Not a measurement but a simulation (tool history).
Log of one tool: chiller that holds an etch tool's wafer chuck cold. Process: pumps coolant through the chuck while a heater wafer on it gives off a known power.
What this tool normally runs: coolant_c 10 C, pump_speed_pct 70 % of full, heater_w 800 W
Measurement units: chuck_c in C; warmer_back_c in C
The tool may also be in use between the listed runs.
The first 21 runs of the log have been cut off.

run      day  coolant_c  pump_speed_pct  heater_w  hours since the coolant was changed and the channels were flushed  hours since the pump was overhauled  hours since the chiller's thermometer was calibrated  chuck_c  warmer_back_c
 22   90.092         13             100       800                                                               2457                                 3605                                                  2457       18           2.83
 23   94.458         13             100       800                                                               2562                                 3710                                                  2562     18.2           2.83
 24   97.462         13             100       800                                                               2634                                 3782                                                  2634     18.3           2.82
 25  100.225         13              74       797                                                               2700                                 3848                                                  2700     19.7           3.86
 26  103.112         13              90       618                                                               2769                                 3917                                                  2769     17.5           2.44
     106.283  -- chiller's thermometer calibrated
 27  106.283         10              63       407                                                               2844                                 3992                                                     0       14           2.38
 28  111.133         10              63       407                                                               2961                                 4109                                                   116       14           2.41
 29  114.142          3              63       407                                                               3033                                 4181                                                   189      6.9           2.31
 30  116.458          3              63       641                                                               3089                                 4237                                                   244      9.2           3.72
 31  119.958          3              63       641                                                               3173                                 4320                                                   328      9.1           3.73
 32  124.396          3              63       641                                                               3279                                 4427                                                   435        9           3.71
 33  129.367          2              91       612                                                               3398                                 4546                                                   554      6.4           2.39

3 options for the next run, each taken on its own from the tool as it stands now. Forecast them:
  A  134.304         17              91       840                                                               3517                                 4665                                                   672        ?              ?
  B  134.304          2              68       612                                                               3517                                 4665                                                   672        ?              ?
  C  134.304         10              82       883                                                               3517                                 4665                                                   672        ?              ?

run  chuck_c  warmer_back_c
  A     22.8           3.22
  B      7.5           3.28
  C     16.8           3.83
With the hidden condition removed and each run's random variation left untouched, the same runs would have given:
run  chuck_c  warmer_back_c
  A     22.8           3.22
  B      7.5           3.27
  C     16.8           3.82

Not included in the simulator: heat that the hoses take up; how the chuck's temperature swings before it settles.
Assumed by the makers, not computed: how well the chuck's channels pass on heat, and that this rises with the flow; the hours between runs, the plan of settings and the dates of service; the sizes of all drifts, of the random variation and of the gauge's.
